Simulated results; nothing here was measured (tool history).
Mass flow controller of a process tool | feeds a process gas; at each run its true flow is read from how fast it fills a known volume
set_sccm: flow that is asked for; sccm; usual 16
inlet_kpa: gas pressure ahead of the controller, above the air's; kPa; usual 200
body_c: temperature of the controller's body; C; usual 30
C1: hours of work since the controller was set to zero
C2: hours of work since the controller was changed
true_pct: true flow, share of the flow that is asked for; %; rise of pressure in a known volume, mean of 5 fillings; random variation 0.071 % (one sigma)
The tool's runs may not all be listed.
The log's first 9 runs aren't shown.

run 10 day=74.988 | set_sccm=16 inlet_kpa=200 body_c=26 | C1=5952 C2=5952 | true_pct=98.19
run 11 day=80.162 | set_sccm=16 inlet_kpa=200 body_c=26 | C1=6044 C2=6044 | true_pct=98.32
-- day=88.233 controller's zero set anew
run 12 day=89.421 | set_sccm=16 inlet_kpa=200 body_c=26 | C1=21 C2=6209 | true_pct=98.06
run 13 day=96.346 | set_sccm=16 inlet_kpa=159 body_c=26 | C1=145 C2=6333 | true_pct=98.29
run 14 day=107.429 | set_sccm=16 inlet_kpa=159 body_c=26 | C1=343 C2=6531 | true_pct=98.11
run 15 day=117.529 | set_sccm=16 inlet_kpa=159 body_c=26 | C1=523 C2=6711 | true_pct=97.87
run 16 day=124.654 | set_sccm=16 inlet_kpa=178 body_c=24 | C1=651 C2=6839 | true_pct=97.53
run 17 day=132.621 | set_sccm=16 inlet_kpa=204 body_c=20 | C1=793 C2=6981 | true_pct=96.8
run 18 day=143.475 | set_sccm=16 inlet_kpa=204 body_c=20 | C1=987 C2=7175 | true_pct=96.83
run 19 day=154.229 | set_sccm=7 inlet_kpa=233 body_c=24 | C1=1179 C2=7367 | true_pct=95.42
run 20 day=159.683 | set_sccm=16 inlet_kpa=200 body_c=21 | C1=1276 C2=7464 | true_pct=96.7
run 21 day=167.658 | set_sccm=16 inlet_kpa=200 body_c=21 | C1=1419 C2=7607 | true_pct=96.34
-- day=173.133 gauge calibrated
run 22 day=173.133 | set_sccm=4 inlet_kpa=143 body_c=30 | C1=1516 C2=7705 | true_pct=98.4
run 23 day=182.467 | set_sccm=7 inlet_kpa=231 body_c=30 | C1=1683 C2=7871 | true_pct=98
run 24 day=192.846 | set_sccm=8 inlet_kpa=231 body_c=27 | C1=1869 C2=8057 | true_pct=97.98
run 25 day=202.846 | set_sccm=13 inlet_kpa=254 body_c=30 | C1=2047 C2=8235 | true_pct=98.62
run 26 day=208.429 | set_sccm=13 inlet_kpa=254 body_c=30 | C1=2147 C2=8335 | true_pct=98.51
run 27 day=216.392 | set_sccm=13 inlet_kpa=196 body_c=22 | C1=2289 C2=8477 | true_pct=97.88
run 28 day=223.917 | set_sccm=13 inlet_kpa=196 body_c=22 | C1=2424 C2=8612 | true_pct=97.78
run 29 day=228.517 | set_sccm=13 inlet_kpa=196 body_c=22 | C1=2506 C2=8694 | true_pct=97.78
run 30 day=234.996 | set_sccm=10 inlet_kpa=191 body_c=24 | C1=2622 C2=8810 | true_pct=97.43

4 ways to go on from here, each from the tool as it stands after run 30. What would each give?
run A day=241.425 | set_sccm=10 inlet_kpa=147 body_c=29 | C1=2736 C2=8924 | true_pct=?
run B day=241.425 | set_sccm=7 inlet_kpa=225 body_c=30 | C1=2736 C2=8924 | true_pct=?
run C day=241.425 | set_sccm=10 inlet_kpa=268 body_c=21 | C1=2736 C2=8924 | true_pct=?
run D day=241.425 | set_sccm=16 inlet_kpa=224 body_c=30 | C1=2736 C2=8924 | true_pct=?

run=A true_pct=98.06
run=B true_pct=97.26
run=C true_pct=96.44
run=D true_pct=98.66
Without the tool's hidden state the same runs would have given:
run=A true_pct=99.09
run=B true_pct=98.29
run=C true_pct=97.46
run=D true_pct=99.7

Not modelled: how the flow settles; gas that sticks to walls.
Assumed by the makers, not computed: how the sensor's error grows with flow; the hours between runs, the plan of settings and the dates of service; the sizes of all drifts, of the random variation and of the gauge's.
